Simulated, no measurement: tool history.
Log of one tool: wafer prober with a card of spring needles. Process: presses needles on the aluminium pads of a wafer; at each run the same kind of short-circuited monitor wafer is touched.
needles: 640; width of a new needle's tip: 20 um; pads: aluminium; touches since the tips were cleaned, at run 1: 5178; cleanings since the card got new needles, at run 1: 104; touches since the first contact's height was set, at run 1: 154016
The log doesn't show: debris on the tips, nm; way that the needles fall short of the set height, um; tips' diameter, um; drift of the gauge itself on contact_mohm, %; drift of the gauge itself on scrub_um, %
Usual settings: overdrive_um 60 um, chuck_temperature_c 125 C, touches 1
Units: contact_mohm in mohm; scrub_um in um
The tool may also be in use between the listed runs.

run,hour,overdrive_um,chuck_temperature_c,touches,touches since the tips were cleaned,cleanings since the card got new needles,touches since the first contact's height was set,contact_mohm,scrub_um
1,0.0,60,125,1,5178,104,154016,159,15.92
# hour 2.1: tips cleaned on abrasive film
# hour 12.4: tips cleaned on abrasive film
# hour 23.0: tips cleaned on abrasive film
# hour 32.8: tips cleaned on abrasive film
2,32.8,60,120,1,0,108,176678,162,15.93
# hour 43.9: tips cleaned on abrasive film
# hour 53.7: tips cleaned on abrasive film
3,57.8,60,125,1,2886,110,194023,162,15.72
# hour 63.3: tips cleaned on abrasive film
# hour 67.7: height of the first contact set anew
# hour 72.9: tips cleaned on abrasive film
4,80.4,60,125,1,5250,112,8822,161,16.05
# hour 82.7: tips cleaned on abrasive film
# hour 93.4: tips cleaned on abrasive film
# hour 103.1: tips cleaned on abrasive film
# hour 113.5: tips cleaned on abrasive film
5,117.5,60,125,1,2771,116,34481,160,15.94
# hour 124.4: tips cleaned on abrasive film
6,132.7,60,125,1,5819,117,45052,163,15.89
# hour 135.1: tips cleaned on abrasive film
# hour 145.5: tips cleaned on abrasive film
# hour 155.9: tips cleaned on abrasive film
7,155.9,60,125,1,0,120,61055,163,15.77
# hour 166.4: tips cleaned on abrasive film
8,173.3,60,125,1,4831,121,73135,165,15.88
# hour 175.6: tips cleaned on abrasive film
# hour 185.8: tips cleaned on abrasive film
# hour 197.0: tips cleaned on abrasive film
# hour 207.3: tips cleaned on abrasive film
9,209.0,60,39,1,1197,125,97849,145,15.78
# hour 218.2: tips cleaned on abrasive film
# hour 229.6: tips cleaned on abrasive film
10,237.2,67,39,1,5349,127,117423,140,17.82
# hour 239.6: tips cleaned on abrasive film
# hour 251.0: tips cleaned on abrasive film
11,258.2,60,125,1,5011,129,131932,162,15.90
# hour 260.4: tips cleaned on abrasive film
# hour 271.1: tips cleaned on abrasive film
# hour 282.0: tips cleaned on abrasive film
12,282.2,60,125,1,136,132,148555,162,15.77
# hour 291.3: tips cleaned on abrasive film
13,297.4,60,125,2,4247,133,159095,158,15.82
# hour 302.0: tips cleaned on abrasive film
# hour 312.5: tips cleaned on abrasive film
# hour 323.1: tips cleaned on abrasive film
14,331.4,60,92,1,5801,136,182651,158,16.08
# hour 333.8: tips cleaned on abrasive film
# hour 344.8: tips cleaned on abrasive film
# hour 356.2: tips cleaned on abrasive film
# hour 358.8: height of the first contact set anew
15,361.3,60,125,1,3308,139,1724,161,15.77
# hour 367.6: tips cleaned on abrasive film
# hour 378.2: tips cleaned on abrasive film
16,383.0,56,99,1,3370,141,16780,160,14.98
# hour 387.6: tips cleaned on abrasive film
# hour 398.4: tips cleaned on abrasive film
17,399.8,45,49,1,941,143,28354,150,11.79
# hour 408.0: tips cleaned on abrasive film
# hour 418.9: tips cleaned on abrasive film
18,425.8,50,49,3,4817,145,46443,150,13.38
# hour 428.2: tips cleaned on abrasive film
# hour 439.3: tips cleaned on abrasive film
19,445.9,46,35,1,4607,147,60303,150,12.31
# hour 450.0: tips cleaned on abrasive film
# hour 459.9: tips cleaned on abrasive film
20,467.0,46,35,1,4942,149,74928,153,12.17
# hour 469.3: tips cleaned on abrasive film
# hour 479.9: tips cleaned on abrasive film
# hour 490.5: tips cleaned on abrasive film
# hour 501.8: tips cleaned on abrasive film
21,501.8,46,32,1,0,153,98967,148,12.10
# hour 512.0: tips cleaned on abrasive film
# hour 522.4: tips cleaned on abrasive film
22,524.0,72,125,1,1116,155,114406,159,18.85
# hour 533.2: tips cleaned on abrasive film
# hour 542.3: tips cleaned on abrasive film
# hour 552.7: tips cleaned on abrasive film
23,557.9,60,125,2,3577,158,137848,162,15.89
# hour 563.9: tips cleaned on abrasive film
24,573.0,60,125,2,6328,159,148347,162,16.00
# hour 574.7: tips cleaned on abrasive film
# hour 585.5: tips cleaned on abrasive film
# hour 596.9: tips cleaned on abrasive film
25,605.1,60,125,2,5782,162,170620,162,15.89
# hour 606.9: tips cleaned on abrasive film
# hour 618.3: tips cleaned on abrasive film
# hour 628.6: tips cleaned on abrasive film
26,628.6,61,47,2,0,165,186842,148,16.14
# hour 639.4: tips cleaned on abrasive film
# hour 648.5: height of the first contact set anew
27,648.5,61,47,2,6184,166,0,148,16.17
# hour 650.4: tips cleaned on abrasive film
# hour 660.7: tips cleaned on abrasive film
# hour 670.4: tips cleaned on abrasive film
28,675.8,61,47,2,3783,169,18855,150,16.17
# hour 679.8: tips cleaned on abrasive film
# hour 691.0: tips cleaned on abrasive film
# hour 702.0: tips cleaned on abrasive film
29,706.4,61,47,2,3047,172,40030,146,16.20
# hour 712.5: tips cleaned on abrasive film
# hour 722.5: tips cleaned on abrasive film
30,725.1,61,47,2,1868,174,53015,148,16.08

3 ways to go on from here, each from the tool as it stands after run 30. What would each give?
# hour 733.8: tips cleaned on abrasive film
# hour 744.8: tips cleaned on abrasive film
# hour 754.7: tips cleaned on abrasive film
A,757.9,46,80,2,2266,177,75740,?,?
# hour 733.8: tips cleaned on abrasive film
# hour 744.8: tips cleaned on abrasive film
# hour 754.7: tips cleaned on abrasive film
B,757.9,61,53,2,2266,177,75740,?,?
# hour 733.8: tips cleaned on abrasive film
# hour 744.8: tips cleaned on abrasive film
# hour 754.7: tips cleaned on abrasive film
C,757.9,66,47,1,2266,177,75740,?,?

run,contact_mohm,scrub_um
A,161,12.24
B,151,16.18
C,144,17.19
Without the tool's hidden state the same runs would have given:
run,contact_mohm,scrub_um
A,161,12.24
B,151,16.18
C,144,17.20

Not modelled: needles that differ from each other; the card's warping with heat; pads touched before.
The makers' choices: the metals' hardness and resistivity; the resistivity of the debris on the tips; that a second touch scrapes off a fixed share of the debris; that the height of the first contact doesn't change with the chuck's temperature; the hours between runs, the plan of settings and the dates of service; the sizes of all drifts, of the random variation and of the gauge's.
